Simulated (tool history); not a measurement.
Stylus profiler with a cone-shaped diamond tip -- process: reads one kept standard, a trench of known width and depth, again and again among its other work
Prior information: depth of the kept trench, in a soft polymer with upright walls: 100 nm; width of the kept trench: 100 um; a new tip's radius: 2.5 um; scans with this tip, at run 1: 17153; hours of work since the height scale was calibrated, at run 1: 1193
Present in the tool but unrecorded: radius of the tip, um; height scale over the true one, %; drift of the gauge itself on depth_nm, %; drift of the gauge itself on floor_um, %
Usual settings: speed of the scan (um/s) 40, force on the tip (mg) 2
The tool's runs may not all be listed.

run    hour  speed of the scan (um/s)  force on the tip (mg)  scans with this tip  hours of work since the height scale was calibrated  depth of the trench (nm)  width of the trench's floor (µm)
  1       0                        40                      2                17153                                                 1193                    101.67                              97.7
  2    88.1                        40                      2                17663                                                 1228                    101.69                             97.71
  3   131.2                        40                   4.66                17912                                                 1245                    102.83                             97.74
  4   224.7                        40                   4.66                18453                                                 1283                    102.81                             97.73
      249.9  -- height scale calibrated on a step standard
  5   296.6                        40                   4.66                18866                                                   19                       103                             97.74
  6   344.6                        40                   4.66                19144                                                   38                    102.96                             97.68
  7   439.1                        40                   4.66                19691                                                   76                    102.96                             97.73
  8   521.3                        40                   4.66                20167                                                  109                    102.98                             97.68
      609.3  -- height scale calibrated on a step standard, once more
  9   615.6                        40                   2.79                20709                                                    3                    101.86                             97.63
 10   685.8                        32                      2                21115                                                   31                    101.47                             97.65
 11   734.9                        32                      2                21400                                                   51                    101.49                             97.59
 12   826.6                        40                      2                21930                                                   87                    101.52                             97.55
 13   883.6                        40                      2                22260                                                  110                    101.54                             97.52
 14     958                        40                      2                22691                                                  140                    101.51                             97.59
 15  1007.9                        40                      2                22980                                                  160                    101.54                             97.54
 16  1071.8                        30                   2.63                23349                                                  186                    101.79                             97.59
 17  1151.9                        33                   2.44                23813                                                  218                    101.73                             97.57
 18  1227.9                        26                   2.14                24253                                                  249                    101.59                             97.53
 19  1314.1                        11                   0.79                24751                                                  284                    100.83                             97.57
 20  1373.7                        20                   5.01                25096                                                  308                    102.82                             97.56
 21  1459.8                        40                   1.39                25594                                                  342                    101.18                             97.41
 22  1512.7                        40                   1.39                25900                                                  363                    101.24                             97.43
 23  1601.5                        40                   1.39                26414                                                  399                    101.21                             97.35
 24  1681.4                        22                   3.35                26877                                                  431                    102.17                             97.47
 25  1761.1                        14                   1.38                27338                                                  463                    101.21                             97.53
 26  1814.3                        22                   0.89                27645                                                  485                    100.94                              97.4
 27  1912.4                        14                   2.18                28213                                                  524                    101.66                             97.48
 28    1965                       106                   2.88                28518                                                  545                    101.97                             97.13
       2001  -- new tip fitted, height scale calibrated
 29  2008.6                        21                   5.41                   44                                                    3                    102.87                             98.55

Each row is a separate what-if for the run after 29, all from the same tool condition, not one after another. Results?
  A  2101.2                        76                    0.8                  580                                                   40                         ?                                 ?
  B  2101.2                        23                   1.81                  580                                                   40                         ?                                 ?
  C  2101.2                       136                   5.38                  580                                                   40                         ?                                 ?

run  depth of the trench (nm)  width of the trench's floor (µm)
  A                    100.83                             98.02
  B                     101.4                              98.5
  C                    102.94                             98.25
Had the tool no hidden state, the same runs would have come out as:
run  depth of the trench (nm)  width of the trench's floor (µm)
  A                    100.84                             98.05
  B                    101.41                             98.53
  C                    102.96                             98.28
